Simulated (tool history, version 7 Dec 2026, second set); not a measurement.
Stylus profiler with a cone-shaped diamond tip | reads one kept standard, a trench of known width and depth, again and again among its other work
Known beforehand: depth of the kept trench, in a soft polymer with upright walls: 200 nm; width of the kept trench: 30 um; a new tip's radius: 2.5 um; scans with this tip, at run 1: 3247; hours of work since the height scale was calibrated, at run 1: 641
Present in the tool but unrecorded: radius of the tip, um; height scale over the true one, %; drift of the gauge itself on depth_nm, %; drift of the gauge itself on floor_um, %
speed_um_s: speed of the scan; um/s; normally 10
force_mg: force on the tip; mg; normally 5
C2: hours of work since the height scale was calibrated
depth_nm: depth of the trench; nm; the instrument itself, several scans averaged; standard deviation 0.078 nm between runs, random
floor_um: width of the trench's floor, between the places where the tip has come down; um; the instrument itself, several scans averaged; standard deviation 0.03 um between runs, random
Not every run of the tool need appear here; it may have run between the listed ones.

run 1 hour=0 | speed_um_s=10 force_mg=5 | scans_with_this_tip=3247 C2=641 | depth_nm=204.51 floor_um=27.76
run 2 hour=29.2 | speed_um_s=10 force_mg=5 | scans_with_this_tip=3364 C2=665 | depth_nm=204.44 floor_um=27.72
run 3 hour=46.5 | speed_um_s=10 force_mg=5 | scans_with_this_tip=3433 C2=678 | depth_nm=204.59 floor_um=27.76
run 4 hour=76.4 | speed_um_s=10 force_mg=5 | scans_with_this_tip=3553 C2=702 | depth_nm=204.43 floor_um=27.76
run 5 hour=97.4 | speed_um_s=10 force_mg=5 | scans_with_this_tip=3637 C2=719 | depth_nm=204.52 floor_um=27.72
run 6 hour=125.4 | speed_um_s=10 force_mg=5 | scans_with_this_tip=3750 C2=741 | depth_nm=204.53 floor_um=27.72
run 7 hour=139.9 | speed_um_s=10 force_mg=5 | scans_with_this_tip=3808 C2=752 | depth_nm=204.66 floor_um=27.74
run 8 hour=156.8 | speed_um_s=10 force_mg=12.73 | scans_with_this_tip=3876 C2=766 | depth_nm=207.85 floor_um=27.69
run 9 hour=178.2 | speed_um_s=10 force_mg=12.73 | scans_with_this_tip=3961 C2=783 | depth_nm=208 floor_um=27.68
run 10 hour=203.7 | speed_um_s=10 force_mg=5 | scans_with_this_tip=4064 C2=803 | depth_nm=204.53 floor_um=27.67
run 11 hour=234 | speed_um_s=10 force_mg=5 | scans_with_this_tip=4185 C2=827 | depth_nm=204.65 floor_um=27.6
run 12 hour=263.7 | speed_um_s=10 force_mg=5 | scans_with_this_tip=4305 C2=850 | depth_nm=204.55 floor_um=27.68
run 13 hour=281.4 | speed_um_s=10 force_mg=5 | scans_with_this_tip=4376 C2=865 | depth_nm=204.61 floor_um=27.66
run 14 hour=306.9 | speed_um_s=10 force_mg=5 | scans_with_this_tip=4478 C2=885 | depth_nm=204.67 floor_um=27.65
run 15 hour=325.4 | speed_um_s=10 force_mg=5 | scans_with_this_tip=4552 C2=899 | depth_nm=204.84 floor_um=27.68
run 16 hour=345.8 | speed_um_s=22 force_mg=5 | scans_with_this_tip=4634 C2=916 | depth_nm=204.83 floor_um=27.62
run 17 hour=368.6 | speed_um_s=22 force_mg=5 | scans_with_this_tip=4726 C2=934 | depth_nm=204.71 floor_um=27.6
run 18 hour=386.2 | speed_um_s=29 force_mg=6.44 | scans_with_this_tip=4796 C2=948 | depth_nm=205.52 floor_um=27.6
run 19 hour=413.8 | speed_um_s=16 force_mg=5 | scans_with_this_tip=4907 C2=969 | depth_nm=204.75 floor_um=27.61
run 20 hour=446.3 | speed_um_s=26 force_mg=5 | scans_with_this_tip=5037 C2=995 | depth_nm=204.74 floor_um=27.59
run 21 hour=466.2 | speed_um_s=15 force_mg=5.01 | scans_with_this_tip=5117 C2=1011 | depth_nm=204.94 floor_um=27.59
run 22 hour=482.7 | speed_um_s=32 force_mg=5.6 | scans_with_this_tip=5183 C2=1024 | depth_nm=205.19 floor_um=27.5
run 23 hour=503.9 | speed_um_s=32 force_mg=5.6 | scans_with_this_tip=5268 C2=1041 | depth_nm=205.07 floor_um=27.53
run 24 hour=536.8 | speed_um_s=2 force_mg=6.21 | scans_with_this_tip=5400 C2=1067 | depth_nm=205.5 floor_um=27.59
run 25 hour=554.3 | speed_um_s=3 force_mg=7.66 | scans_with_this_tip=5471 C2=1081 | depth_nm=206.12 floor_um=27.61
run 26 hour=579.8 | speed_um_s=6 force_mg=3 | scans_with_this_tip=5573 C2=1101 | depth_nm=203.64 floor_um=27.58
run 27 hour=605.6 | speed_um_s=20 force_mg=3.59 | scans_with_this_tip=5677 C2=1121 | depth_nm=204.17 floor_um=27.49
run 28 hour=635.9 | speed_um_s=2 force_mg=7.1 | scans_with_this_tip=5798 C2=1145 | depth_nm=205.95 floor_um=27.51
run 29 hour=664.2 | speed_um_s=6 force_mg=7.1 | scans_with_this_tip=5912 C2=1168 | depth_nm=205.89 floor_um=27.58
run 30 hour=690.2 | speed_um_s=25 force_mg=1.81 | scans_with_this_tip=6016 C2=1188 | depth_nm=202.99 floor_um=27.46
run 31 hour=711.6 | speed_um_s=12 force_mg=3.06 | scans_with_this_tip=6102 C2=1205 | depth_nm=203.75 floor_um=27.47
run 32 hour=734.6 | speed_um_s=2 force_mg=7.3 | scans_with_this_tip=6194 C2=1224 | depth_nm=205.9 floor_um=27.51

Subtracting, for every run, the result it would have given without the tool's unlogged condition from the measured result gives the following. The same run-to-run variation enters both numbers; the gauge's scatter may not:
run=1 depth_nm=+0.55 floor_um=-0.26
run=2 depth_nm=+0.56 floor_um=-0.27
run=3 depth_nm=+0.58 floor_um=-0.28
run=4 depth_nm=+0.6 floor_um=-0.28
run=5 depth_nm=+0.61 floor_um=-0.29
run=6 depth_nm=+0.64 floor_um=-0.31
run=7 depth_nm=+0.65 floor_um=-0.31
run=8 depth_nm=+0.66 floor_um=-0.31
run=9 depth_nm=+0.68 floor_um=-0.32
run=10 depth_nm=+0.69 floor_um=-0.33
run=11 depth_nm=+0.71 floor_um=-0.34
run=12 depth_nm=+0.73 floor_um=-0.35
run=13 depth_nm=+0.75 floor_um=-0.36
run=14 depth_nm=+0.76 floor_um=-0.36
run=15 depth_nm=+0.77 floor_um=-0.38
run=16 depth_nm=+0.79 floor_um=-0.38
run=17 depth_nm=+0.8 floor_um=-0.38
run=18 depth_nm=+0.82 floor_um=-0.39
run=19 depth_nm=+0.83 floor_um=-0.4
run=20 depth_nm=+0.85 floor_um=-0.41
run=21 depth_nm=+0.86 floor_um=-0.42
run=22 depth_nm=+0.87 floor_um=-0.42
run=23 depth_nm=+0.89 floor_um=-0.42
run=24 depth_nm=+0.92 floor_um=-0.43
run=25 depth_nm=+0.93 floor_um=-0.44
run=26 depth_nm=+0.93 floor_um=-0.44
run=27 depth_nm=+0.96 floor_um=-0.45
run=28 depth_nm=+0.99 floor_um=-0.47
run=29 depth_nm=+1 floor_um=-0.48
run=30 depth_nm=+1 floor_um=-0.48
run=31 depth_nm=+1.03 floor_um=-0.49
run=32 depth_nm=+1.05 floor_um=-0.5
